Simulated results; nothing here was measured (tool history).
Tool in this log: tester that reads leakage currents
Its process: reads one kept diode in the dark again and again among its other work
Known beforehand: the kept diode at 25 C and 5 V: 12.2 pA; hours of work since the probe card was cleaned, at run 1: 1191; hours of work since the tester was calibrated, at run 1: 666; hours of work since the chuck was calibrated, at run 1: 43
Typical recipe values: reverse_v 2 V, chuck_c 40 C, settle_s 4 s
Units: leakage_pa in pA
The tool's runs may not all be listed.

run,hour,reverse_v,chuck_c,settle_s,hours of work since the probe card was cleaned,hours of work since the tester was calibrated,hours of work since the chuck was calibrated,leakage_pa
1,0,2,40,4,1191,666,43,25.88
2,23.5,2,21,4,1202,677,54,6.5
3,54,2,56,4,1216,691,68,76.06
4,97.6,2,56,4,1237,711,88,75.71
5,141.5,2,40,4,1257,732,109,25.44
6,175.3,2,40,4,1273,747,124,25.32
7,202.6,2,40,4,1285,760,137,25.28
8,225,3.17,40,8.49,1296,770,147,30.89
9,250.6,2.13,53,1.19,1307,782,159,62.99
10,272.2,2.96,29,4,1317,792,169,13.78
11,310.8,3.71,40,4,1335,810,187,32.94

Forecast run 12:
12,341.5,3.71,40,4,1349,824,201,?

{"run 12": {"leakage_pa": 32.89}}
Without the tool's hidden state the same run would have given leakage_pa 33.83 pA.
